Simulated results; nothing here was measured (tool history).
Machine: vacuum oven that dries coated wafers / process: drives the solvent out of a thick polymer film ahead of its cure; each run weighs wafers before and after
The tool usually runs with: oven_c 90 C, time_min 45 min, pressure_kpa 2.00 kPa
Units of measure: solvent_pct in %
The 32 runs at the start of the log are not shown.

{"run": 33, "hour": 1838.0, "oven_c": 76, "time_min": 23, "pressure_kpa": 3.86, "solvent_pct": 17.67}
{"run": 34, "hour": 1892.5, "oven_c": 90, "time_min": 53, "pressure_kpa": 6.87, "solvent_pct": 11.38}
{"run": 35, "hour": 1930.0, "oven_c": 101, "time_min": 53, "pressure_kpa": 1.08, "solvent_pct": 1.51}
{"run": 36, "hour": 1993.7, "oven_c": 101, "time_min": 70, "pressure_kpa": 2.73, "solvent_pct": 2.61}
{"run": 37, "hour": 2036.2, "oven_c": 101, "time_min": 70, "pressure_kpa": 2.73, "solvent_pct": 2.77}
{"run": 38, "hour": 2087.6, "oven_c": 82, "time_min": 68, "pressure_kpa": 1.37, "solvent_pct": 7.27}
{"run": 39, "hour": 2154.5, "oven_c": 82, "time_min": 68, "pressure_kpa": 1.37, "solvent_pct": 7.24}
{"run": 40, "hour": 2222.1, "oven_c": 91, "time_min": 45, "pressure_kpa": 4.87, "solvent_pct": 9.19}

Here are 5 independent what-if runs from the current tool condition. What would each one return?
{"run": "A", "hour": 2253.1, "oven_c": 90, "time_min": 31, "pressure_kpa": 7.99, "solvent_pct": "?"}
{"run": "B", "hour": 2253.1, "oven_c": 79, "time_min": 45, "pressure_kpa": 1.62, "solvent_pct": "?"}
{"run": "C", "hour": 2253.1, "oven_c": 90, "time_min": 30, "pressure_kpa": 2.0, "solvent_pct": "?"}
{"run": "D", "hour": 2253.1, "oven_c": 93, "time_min": 23, "pressure_kpa": 5.29, "solvent_pct": "?"}
{"run": "E", "hour": 2253.1, "oven_c": 105, "time_min": 52, "pressure_kpa": 3.07, "solvent_pct": "?"}

run=A solvent_pct=14.91
run=B solvent_pct=11.50
run=C solvent_pct=8.85
run=D solvent_pct=11.82
run=E solvent_pct=2.73
What these runs would have given with no unlogged condition in the tool:
run=A solvent_pct=14.30
run=B solvent_pct=10.88
run=C solvent_pct=8.29
run=D solvent_pct=11.27
run=E solvent_pct=2.47
